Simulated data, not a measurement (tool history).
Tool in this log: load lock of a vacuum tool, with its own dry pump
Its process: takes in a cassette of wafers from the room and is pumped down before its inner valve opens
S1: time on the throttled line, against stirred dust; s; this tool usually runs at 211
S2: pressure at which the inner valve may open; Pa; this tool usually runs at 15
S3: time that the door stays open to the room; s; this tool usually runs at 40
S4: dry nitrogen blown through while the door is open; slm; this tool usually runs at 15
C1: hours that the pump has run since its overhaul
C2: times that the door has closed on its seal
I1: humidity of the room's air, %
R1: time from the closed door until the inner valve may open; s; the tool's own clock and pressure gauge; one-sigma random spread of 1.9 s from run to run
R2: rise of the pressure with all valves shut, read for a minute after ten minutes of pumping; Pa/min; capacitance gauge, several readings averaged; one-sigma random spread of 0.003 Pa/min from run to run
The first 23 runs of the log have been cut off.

Run 24, hour 10452.8: usual settings but S4 22 slm; C1 4401; C2 22303; I1 48.7. Result: R1 324.6 s, R2 0.079 Pa/min.
Run 25, hour 10892.8: usual settings but S4 22 slm; C1 4841; C2 24177; I1 44.1. Result: R1 326.8 s, R2 0.083 Pa/min.
Run 26, hour 11491.2: usual settings but S4 22 slm; C1 5439; C2 26725; I1 48.5. Result: R1 326.1 s, R2 0.094 Pa/min.
Run 27, hour 12126.7: usual settings but S3 45 s; C1 6075; C2 29432; I1 41.7. Result: R1 335.0 s, R2 0.113 Pa/min.
Run 28, hour 12519.7: usual settings but S3 219 s, S4 12 slm; C1 6468; C2 31105; I1 44.6. Result: R1 329.2 s, R2 0.144 Pa/min.
Run 29, hour 13032.9: usual settings but S1 295 s, S3 219 s, S4 12 slm; C1 6981; C2 33291; I1 44.5. Result: R1 400.8 s, R2 0.154 Pa/min.
Run 30, hour 13643.4: usual settings but S2 26 Pa, S3 27 s; C1 7592; C2 35891; I1 47.4. Result: R1 320.8 s, R2 0.154 Pa/min.
Run 31, hour 14155.8: usual settings but S2 16 Pa, S3 27 s, S4 4 slm; C1 8104; C2 38073; I1 47.5. Result: R1 333.3 s, R2 0.169 Pa/min.
Run 32, hour 14697.9: usual settings but S1 118 s, S3 216 s; C1 8646; C2 40382; I1 46.1. Result: R1 263.5 s, R2 0.199 Pa/min.
Run 33, hour 15165.9: usual settings but S1 118 s, S3 216 s; C1 9114; C2 42375; I1 43.3. Result: R1 266.8 s, R2 0.208 Pa/min.

Below are 3 alternative next runs, each starting from the tool's condition after run 33. Predict each:
Run A, hour 15799.9: usual settings but S1 190 s, S2 25 Pa, S3 216 s; C1 9748; C2 45075; I1 42.1. Result: R1 ?, R2 ?.
Run B, hour 15799.9: usual settings but S1 118 s, S2 14 Pa, S3 49 s, S4 33 slm; C1 9748; C2 45075; I1 44.2. Result: R1 ?, R2 ?.
Run C, hour 15799.9: usual settings but S1 411 s, S3 239 s, S4 31 slm; C1 9748; C2 45075; I1 47.4. Result: R1 ?, R2 ?.

run     R1     R2
  A  313.0  0.231
  B  269.8  0.212
  C  495.7  0.222
Without the tool's unlogged condition, the same runs would have read:
run     R1     R2
  A  288.3  0.027
  B  239.2  0.010
  C  478.4  0.018
